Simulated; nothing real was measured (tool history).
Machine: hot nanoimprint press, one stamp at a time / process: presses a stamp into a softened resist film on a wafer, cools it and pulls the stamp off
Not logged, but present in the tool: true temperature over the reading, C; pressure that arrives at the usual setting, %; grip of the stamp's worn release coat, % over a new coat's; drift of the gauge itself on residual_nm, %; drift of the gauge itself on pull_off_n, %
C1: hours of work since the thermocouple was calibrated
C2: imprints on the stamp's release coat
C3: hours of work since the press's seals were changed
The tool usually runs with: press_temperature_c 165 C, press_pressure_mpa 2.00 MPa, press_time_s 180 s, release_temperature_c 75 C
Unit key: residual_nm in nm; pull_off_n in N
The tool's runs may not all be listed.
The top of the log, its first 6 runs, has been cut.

run 7 day=4.004 | press_temperature_c=165 press_pressure_mpa=2.00 press_time_s=180 release_temperature_c=62 | C1=263 C2=404 C3=104 | residual_nm=95.9 pull_off_n=130
run 8 day=4.396 | press_temperature_c=165 press_pressure_mpa=2.00 press_time_s=180 release_temperature_c=62 | C1=269 C2=449 C3=110 | residual_nm=96.6 pull_off_n=130
run 9 day=4.708 | press_temperature_c=165 press_pressure_mpa=2.00 press_time_s=180 release_temperature_c=62 | C1=273 C2=484 C3=114 | residual_nm=96.2 pull_off_n=131
run 10 day=5.029 | press_temperature_c=165 press_pressure_mpa=2.00 press_time_s=180 release_temperature_c=62 | C1=278 C2=520 C3=119 | residual_nm=96.1 pull_off_n=137
run 11 day=5.733 | press_temperature_c=165 press_pressure_mpa=2.00 press_time_s=180 release_temperature_c=62 | C1=288 C2=599 C3=129 | residual_nm=96.7 pull_off_n=137
run 12 day=6.267 | press_temperature_c=168 press_pressure_mpa=2.00 press_time_s=180 release_temperature_c=75 | C1=296 C2=660 C3=136 | residual_nm=83.1 pull_off_n=110
run 13 day=6.883 | press_temperature_c=165 press_pressure_mpa=1.63 press_time_s=180 release_temperature_c=75 | C1=304 C2=729 C3=145 | residual_nm=107.8 pull_off_n=113
run 14 day=7.183 | press_temperature_c=165 press_pressure_mpa=1.63 press_time_s=180 release_temperature_c=75 | C1=309 C2=763 C3=149 | residual_nm=108.4 pull_off_n=110
run 15 day=7.750 | press_temperature_c=165 press_pressure_mpa=1.63 press_time_s=180 release_temperature_c=75 | C1=317 C2=827 C3=157 | residual_nm=107.3 pull_off_n=116
run 16 day=8.204 | press_temperature_c=165 press_pressure_mpa=1.63 press_time_s=180 release_temperature_c=75 | C1=323 C2=878 C3=164 | residual_nm=107.3 pull_off_n=118
run 17 day=8.679 | press_temperature_c=165 press_pressure_mpa=1.88 press_time_s=180 release_temperature_c=79 | C1=330 C2=931 C3=171 | residual_nm=101.0 pull_off_n=108
run 18 day=8.975 | press_temperature_c=165 press_pressure_mpa=1.88 press_time_s=180 release_temperature_c=79 | C1=334 C2=965 C3=175 | residual_nm=100.8 pull_off_n=112
-- day=9.746 plate thermocouple calibrated
run 19 day=9.746 | press_temperature_c=165 press_pressure_mpa=1.88 press_time_s=180 release_temperature_c=79 | C1=0 C2=1038 C3=184 | residual_nm=94.8 pull_off_n=109
run 20 day=10.104 | press_temperature_c=169 press_pressure_mpa=2.74 press_time_s=180 release_temperature_c=79 | C1=5 C2=1078 C3=189 | residual_nm=61.7 pull_off_n=110
run 21 day=10.808 | press_temperature_c=165 press_pressure_mpa=2.38 press_time_s=112 release_temperature_c=75 | C1=15 C2=1157 C3=199 | residual_nm=96.8 pull_off_n=118
run 22 day=11.338 | press_temperature_c=166 press_pressure_mpa=2.38 press_time_s=202 release_temperature_c=62 | C1=23 C2=1217 C3=207 | residual_nm=75.8 pull_off_n=156
run 23 day=12.033 | press_temperature_c=165 press_pressure_mpa=2.00 press_time_s=94 release_temperature_c=73 | C1=33 C2=1296 C3=217 | residual_nm=112.9 pull_off_n=123
run 24 day=12.650 | press_temperature_c=156 press_pressure_mpa=2.00 press_time_s=180 release_temperature_c=75 | C1=41 C2=1365 C3=225 | residual_nm=141.1 pull_off_n=127
-- day=13.367 stamp cleaned and given a new release coat
run 25 day=13.417 | press_temperature_c=156 press_pressure_mpa=2.00 press_time_s=180 release_temperature_c=75 | C1=49 C2=5 C3=233 | residual_nm=140.9 pull_off_n=93
run 26 day=13.958 | press_temperature_c=156 press_pressure_mpa=2.00 press_time_s=180 release_temperature_c=75 | C1=56 C2=66 C3=240 | residual_nm=142.6 pull_off_n=97
run 27 day=14.412 | press_temperature_c=156 press_pressure_mpa=2.00 press_time_s=180 release_temperature_c=75 | C1=63 C2=118 C3=247 | residual_nm=142.0 pull_off_n=97
run 28 day=15.075 | press_temperature_c=165 press_pressure_mpa=2.00 press_time_s=248 release_temperature_c=75 | C1=72 C2=192 C3=256 | residual_nm=83.7 pull_off_n=99

Run 29, settings as shown, results not yet in. Your forecast:
run 29 day=15.712 | press_temperature_c=165 press_pressure_mpa=2.00 press_time_s=248 release_temperature_c=75 | C1=81 C2=264 C3=265 | residual_nm=? pull_off_n=?

Run 29 measured residual_nm 83.2 nm, pull_off_n 98 N.
Without the tool's hidden state the same run would have given residual_nm 80.6 nm, pull_off_n 92 N.
